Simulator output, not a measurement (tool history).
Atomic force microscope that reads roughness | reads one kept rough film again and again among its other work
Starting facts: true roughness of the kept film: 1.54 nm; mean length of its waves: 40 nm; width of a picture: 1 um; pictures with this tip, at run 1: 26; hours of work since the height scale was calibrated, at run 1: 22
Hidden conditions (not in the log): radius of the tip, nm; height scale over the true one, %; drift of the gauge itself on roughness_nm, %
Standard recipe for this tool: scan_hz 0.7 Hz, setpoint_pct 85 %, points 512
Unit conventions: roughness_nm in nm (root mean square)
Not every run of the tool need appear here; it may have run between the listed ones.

run	day	scan_hz	setpoint_pct	points	pictures with this tip	hours of work since the height scale was calibrated	roughness_nm
1	0	0.7	85	512	26	22	1.412
2	0.242	0.7	85	512	36	25	1.405
3	0.662	0.784	85	512	52	29	1.364
4	0.862	0.7	85	512	60	32	1.372
5	1.171	0.7	85	512	72	35	1.365
# day 1.375: new tip fitted
6	1.438	0.7	85	512	3	38	1.426
7	1.712	0.7	85	512	14	41	1.415
8	2.096	0.7	85	512	29	46	1.401
9	2.508	0.7	85	512	45	51	1.375
10	2.933	0.7	85	343	62	55	1.342
11	3.242	0.7	85	512	74	59	1.345
# day 3.392: new tip fitted
12	3.542	0.7	85	512	6	62	1.424
13	3.804	0.7	85	330	16	65	1.412
14	4.171	0.7	85	330	30	70	1.395
15	4.525	2.665	78	518	44	74	1.298
16	4.771	1.004	78	622	54	76	1.37
17	5.125	1.004	78	622	68	81	1.334
# day 5.442: new tip fitted
18	5.454	3.912	88	305	0	84	1.202
19	5.688	3.912	88	305	9	87	1.203
20	6.042	3.659	88	305	23	91	1.184
21	6.479	0.633	69	544	40	96	1.435

Each row is a separate what-if for the run after 21, all from the same tool condition, not one after another. Results?
A	6.825	0.633	82	300	54	100	?
B	6.825	0.633	72	544	54	100	?
C	6.825	2.481	68	512	54	100	?

run	roughness_nm
A	1.369
B	1.406
C	1.333
The same runs, with their run-to-run variation unchanged, on a tool lacking any hidden condition would have given:
run	roughness_nm
A	1.445
B	1.484
C	1.408
